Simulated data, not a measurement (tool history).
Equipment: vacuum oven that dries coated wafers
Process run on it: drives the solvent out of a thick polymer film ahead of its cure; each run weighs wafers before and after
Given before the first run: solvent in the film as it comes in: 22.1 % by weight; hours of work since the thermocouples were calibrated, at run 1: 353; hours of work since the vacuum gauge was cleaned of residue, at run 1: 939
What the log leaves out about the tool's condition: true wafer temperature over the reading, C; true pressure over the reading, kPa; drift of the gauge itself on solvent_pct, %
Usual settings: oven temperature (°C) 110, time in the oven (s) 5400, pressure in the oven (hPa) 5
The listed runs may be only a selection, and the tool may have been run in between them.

| run | hour | oven temperature (°C) | time in the oven (s) | pressure in the oven (hPa) | hours of work since the thermocouples were calibrated | hours of work since the vacuum gauge was cleaned of residue | solvent left in the film (%) |
|---|---|---|---|---|---|---|---|
| 1 | 0 | 110 | 5400 | 5 | 353 | 939 | 1.89 |
| 2 | 110.4 | 110 | 5400 | 5 | 426 | 1012 | 1.89 |
| 3 | 192.4 | 110 | 5400 | 5 | 481 | 1066 | 1.92 |
| 4 | 263.6 | 110 | 5400 | 14.65 | 528 | 1114 | 3.27 |
| 5 | 365.4 | 110 | 5400 | 14.65 | 595 | 1181 | 3.25 |
| 6 | 416.4 | 110 | 5400 | 5 | 629 | 1215 | 2.01 |
| 7 | 517.4 | 110 | 7080 | 5 | 696 | 1282 | 1.41 |
| 8 | 613.7 | 110 | 7080 | 5 | 760 | 1346 | 1.44 |
| 9 | 677.7 | 110 | 7080 | 5 | 802 | 1388 | 1.44 |
|  | 745.9 | oven's thermocouples calibrated |
| 10 | 747.3 | 110 | 7080 | 14.41 | 1 | 1433 | 2.73 |
| 11 | 817.4 | 110 | 7080 | 14.41 | 47 | 1479 | 2.74 |
| 12 | 887.2 | 110 | 7080 | 14.41 | 94 | 1526 | 2.78 |
| 13 | 954.3 | 110 | 7080 | 14.41 | 138 | 1570 | 2.77 |
|  | 962.5 | vacuum gauge cleaned of residue and calibrated |
| 14 | 1050.6 | 110 | 7080 | 14.41 | 201 | 58 | 2.83 |
| 15 | 1102.2 | 110 | 7080 | 14.41 | 235 | 93 | 2.81 |
| 16 | 1207.2 | 110 | 7080 | 4.45 | 305 | 162 | 1.46 |
| 17 | 1262.7 | 110 | 4620 | 5 | 341 | 199 | 2.72 |
| 18 | 1363.2 | 110 | 4620 | 5 | 408 | 266 | 2.74 |
| 19 | 1434.4 | 110 | 4620 | 3.84 | 455 | 313 | 2.64 |
|  | 1465.7 | vacuum gauge cleaned of residue and calibrated, once more |
| 20 | 1489.4 | 121 | 5400 | 5 | 491 | 16 | 0.77 |
| 21 | 1585.7 | 105 | 5400 | 5 | 554 | 80 | 2.9 |
| 22 | 1640.4 | 110 | 3000 | 5 | 591 | 116 | 4.6 |
| 23 | 1750.4 | 110 | 5400 | 5 | 664 | 189 | 1.92 |
| 24 | 1797.9 | 110 | 5400 | 17.45 | 695 | 220 | 3.65 |
| 25 | 1880.8 | 103 | 5400 | 4.08 | 750 | 275 | 3.3 |
| 26 | 1957.7 | 98 | 3960 | 16.02 | 801 | 326 | 8.52 |
|  | 2031.4 | oven's thermocouples calibrated |
| 27 | 2045.6 | 98 | 3960 | 16.02 | 9 | 383 | 8.27 |
| 28 | 2094.5 | 98 | 3960 | 3.85 | 42 | 415 | 6.25 |
| 29 | 2158.3 | 116 | 3060 | 5 | 84 | 458 | 2.8 |
| 30 | 2241.3 | 118 | 8580 | 18 | 139 | 513 | 2.06 |
| 31 | 2289.3 | 110 | 3240 | 5.21 | 171 | 544 | 4.09 |
| 32 | 2333.6 | 98 | 5400 | 4.91 | 200 | 574 | 4.73 |
| 33 | 2397 | 123 | 4080 | 4.28 | 242 | 616 | 0.87 |
| 34 | 2480.3 | 97 | 6660 | 4.28 | 297 | 671 | 3.89 |
| 35 | 2555.5 | 97 | 6660 | 4.28 | 347 | 721 | 3.89 |
| 36 | 2632.1 | 97 | 6480 | 3.75 | 398 | 772 | 4.01 |
| 37 | 2703.3 | 97 | 6480 | 3.75 | 445 | 819 | 4.01 |
| 38 | 2786.7 | 110 | 5400 | 3.02 | 500 | 874 | 1.77 |
| 39 | 2878.3 | 110 | 6840 | 2.69 | 561 | 935 | 1.14 |
| 40 | 2988 | 110 | 6840 | 12.09 | 634 | 1007 | 2.46 |
| 41 | 3052.1 | 110 | 6840 | 12.09 | 676 | 1050 | 2.51 |
| 42 | 3151.9 | 110 | 4860 | 5 | 742 | 1116 | 2.5 |
| 43 | 3245.7 | 109 | 4860 | 5 | 805 | 1178 | 2.72 |
|  | 3310.4 | oven's thermocouples calibrated |
| 44 | 3316.7 | 109 | 4860 | 5 | 4 | 1224 | 2.48 |
| 45 | 3402.3 | 116 | 5400 | 5 | 61 | 1281 | 1.19 |

Alternative continuations, all from the tool just after run 45; predict every row:
| A | 3451.2 | 121 | 4740 | 5 | 93 | 1313 | ? |
| B | 3451.2 | 116 | 8100 | 6.02 | 93 | 1313 | ? |
| C | 3451.2 | 110 | 3900 | 10.55 | 93 | 1313 | ? |
| D | 3451.2 | 106 | 4920 | 8.66 | 93 | 1313 | ? |
| E | 3451.2 | 110 | 5400 | 4.46 | 93 | 1313 | ? |

| run | solvent left in the film (%) |
|---|---|
| A | 0.94 |
| B | 0.99 |
| C | 3.87 |
| D | 3.59 |
| E | 1.92 |
Stripped of hidden state, with their random variation kept, the same runs would have yielded:
| run | solvent left in the film (%) |
|---|---|
| A | 0.75 |
| B | 0.77 |
| C | 3.63 |
| D | 3.32 |
| E | 1.66 |

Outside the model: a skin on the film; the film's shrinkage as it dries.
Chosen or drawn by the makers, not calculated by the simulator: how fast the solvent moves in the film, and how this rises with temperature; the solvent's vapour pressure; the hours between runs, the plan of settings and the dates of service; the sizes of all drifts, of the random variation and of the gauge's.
